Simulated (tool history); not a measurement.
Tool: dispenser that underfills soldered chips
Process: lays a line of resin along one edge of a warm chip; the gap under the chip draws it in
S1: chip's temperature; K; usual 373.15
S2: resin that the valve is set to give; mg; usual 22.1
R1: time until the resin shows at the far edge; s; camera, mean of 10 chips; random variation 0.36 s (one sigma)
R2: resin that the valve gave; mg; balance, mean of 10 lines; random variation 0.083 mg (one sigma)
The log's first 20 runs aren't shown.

run	hour	S1	S2	R1	R2
21	87	363.15	24.4	52.2	23.64
# hour 89.1: new syringe of resin
22	90	384.15	24.6	10.7	23.72
23	94.2	384.15	24.6	13.7	23.63
24	99	361.15	22.4	49	21.61
# hour 104.6: new syringe of resin
25	104.7	359.15	21	34.1	20.17
26	109.6	359.15	21	43.7	19.97
27	114	363.15	20.4	44.5	19.35
# hour 120.2: new syringe of resin
28	120.3	366.15	22.1	25.1	20.81
29	122.9	366.15	22.1	28.9	20.73
30	125.9	366.15	22.6	32.3	21.3
31	129.7	374.15	24.5	25.4	23.02
32	135.1	374.15	22	34	20.64
# hour 135.7: new syringe of resin
33	138.4	368.15	22.8	26.1	21.3
34	143.6	368.15	22.8	32.4	21.37
35	149.2	380.15	22.2	24.5	20.65
# hour 151.4: new syringe of resin
36	154.8	370.15	25.2	23	23.35
37	158.2	361.15	21.8	42.6	20.13

Forecast each of these 3 alternatives for the next run:
# hour 161.6: dispensing valve cleaned and set on the balance
A	163.5	373.15	19.6	?	?
# hour 161.6: dispensing valve cleaned and set on the balance
B	163.5	373.15	20.7	?	?
# hour 161.6: dispensing valve cleaned and set on the balance
C	163.5	385.15	24.4	?	?

run	R1	R2
A	30.3	19.6
B	30.2	20.64
C	17	24.54
Without the tool's hidden state the same runs would have given:
run	R1	R2
A	19.9	19.57
B	19.9	20.62
C	11	24.51
